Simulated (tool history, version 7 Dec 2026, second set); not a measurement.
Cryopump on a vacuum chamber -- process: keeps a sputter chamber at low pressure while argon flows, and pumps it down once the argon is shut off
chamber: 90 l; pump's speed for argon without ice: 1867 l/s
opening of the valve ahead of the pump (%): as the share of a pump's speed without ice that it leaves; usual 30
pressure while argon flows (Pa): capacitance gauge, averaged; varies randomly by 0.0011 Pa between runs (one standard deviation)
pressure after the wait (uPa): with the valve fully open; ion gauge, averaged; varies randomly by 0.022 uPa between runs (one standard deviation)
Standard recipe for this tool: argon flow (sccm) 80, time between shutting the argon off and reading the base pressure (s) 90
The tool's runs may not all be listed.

run   hour  argon flow (sccm)  time between shutting the argon off and reading the base pressure (s)  opening of the valve ahead of the pump (%)  pressure while argon flows (Pa)  pressure after the wait (uPa)
  1      0                 80                                                                     90                                          30                           0.2537                           0.87
  2   32.7                 80                                                                     90                                          30                           0.2546                           0.94
      69.8  -- pump warmed up, emptied and cooled again
  3   81.8                 80                                                                     90                                          30                           0.2417                           0.85
  4  124.3                 80                                                                    111                                          30                           0.2441                           0.74
  5  147.6                 80                                                                     90                                          30                           0.2439                           0.92
  6  191.8                 80                                                                     90                                          30                           0.2442                           0.89
  7  227.2                 80                                                                     90                                          30                           0.2451                           0.94
  8    275                 80                                                                     23                                          30                           0.2447                           2.47
  9  315.8                 80                                                                     23                                          30                           0.2431                           2.36
 10  361.3                 91                                                                     23                                          30                           0.2791                           2.47
 11  390.8                 91                                                                     23                                          30                           0.2785                           2.41
 12  424.7                 91                                                                     23                                          30                           0.2821                           2.44
 13  473.4                 69                                                                     76                                          46                           0.1394                           1.14
 14  498.1                 67                                                                    159                                          30                           0.2067                           0.76
 15  538.3                136                                                                     83                                          52                           0.2489                           1.02
 16  578.6                136                                                                     83                                          52                           0.2476                           1.06
 17  609.7                136                                                                     83                                          52                           0.2482                           1.08
 18  647.4                136                                                                     83                                          52                           0.2481                           1.09
 19  673.7                136                                                                     83                                          52                           0.2479                           1.16

Alternative continuations, all from the tool just after run 19; predict every row:
  A  719.1                 73                                                                     28                                          23                                ?                              ?
  B  719.1                138                                                                     90                                          15                                ?                              ?
  C  719.1                 80                                                                     98                                          60                                ?                              ?

run  pressure while argon flows (Pa)  pressure after the wait (uPa)
  A                           0.2942                            2.2
  B                           0.8428                           1.05
  C                           0.1284                           1.01
With the hidden condition removed and each run's random variation left untouched, the same runs would have given:
run  pressure while argon flows (Pa)  pressure after the wait (uPa)
  A                           0.2865                           1.79
  B                           0.8283                           0.64
  C                           0.1199                            0.6

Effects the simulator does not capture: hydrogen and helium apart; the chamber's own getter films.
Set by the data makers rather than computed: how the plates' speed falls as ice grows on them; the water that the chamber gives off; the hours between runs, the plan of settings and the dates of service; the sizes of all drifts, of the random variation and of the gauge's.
